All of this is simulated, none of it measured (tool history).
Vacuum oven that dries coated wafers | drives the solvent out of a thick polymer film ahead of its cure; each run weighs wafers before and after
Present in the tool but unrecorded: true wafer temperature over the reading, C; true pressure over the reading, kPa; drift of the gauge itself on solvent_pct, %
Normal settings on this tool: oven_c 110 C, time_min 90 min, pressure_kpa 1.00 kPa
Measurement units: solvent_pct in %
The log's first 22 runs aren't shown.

| run | hour | oven_c | time_min | pressure_kpa | hours of work since the thermocouples were calibrated | hours of work since the vacuum gauge was cleaned of residue | solvent_pct |
|---|---|---|---|---|---|---|---|
| 23 | 204.6 | 104 | 103 | 0.75 | 104 | 327 | 4.23 |
| 24 | 215.0 | 104 | 103 | 0.75 | 111 | 334 | 4.28 |
| 25 | 227.5 | 104 | 103 | 0.75 | 119 | 342 | 4.23 |
| 26 | 233.5 | 118 | 147 | 2.54 | 124 | 346 | 1.74 |
| 27 | 242.9 | 104 | 93 | 1.20 | 130 | 353 | 4.93 |
| 28 | 249.8 | 111 | 90 | 2.92 | 135 | 357 | 4.33 |
| 29 | 259.0 | 108 | 90 | 1.00 | 141 | 364 | 3.97 |
| 30 | 270.8 | 106 | 161 | 3.67 | 149 | 372 | 4.25 |
| 31 | 278.9 | 98 | 51 | 0.73 | 154 | 377 | 7.96 |
| 32 | 289.2 | 119 | 61 | 2.11 | 161 | 384 | 3.29 |
| 33 | 296.0 | 118 | 57 | 2.45 | 166 | 389 | 4.02 |
| 34 | 307.1 | 100 | 154 | 2.97 | 174 | 396 | 5.45 |
| 35 | 321.1 | 100 | 154 | 2.97 | 183 | 406 | 5.36 |
| 36 | 334.4 | 99 | 90 | 1.66 | 192 | 415 | 6.39 |

Predict each of these 3 candidate next runs independently; none follows another, all start after run 36:
| A | 344.2 | 121 | 56 | 2.68 | 199 | 422 | ? |
| B | 344.2 | 107 | 54 | 0.65 | 199 | 422 | ? |
| C | 344.2 | 110 | 57 | 1.00 | 199 | 422 | ? |

| run | solvent_pct |
|---|---|
| A | 3.42 |
| B | 5.83 |
| C | 5.18 |
With no hidden state in the tool, these same runs would have given:
| run | solvent_pct |
|---|---|
| A | 3.58 |
| B | 6.00 |
| C | 5.35 |
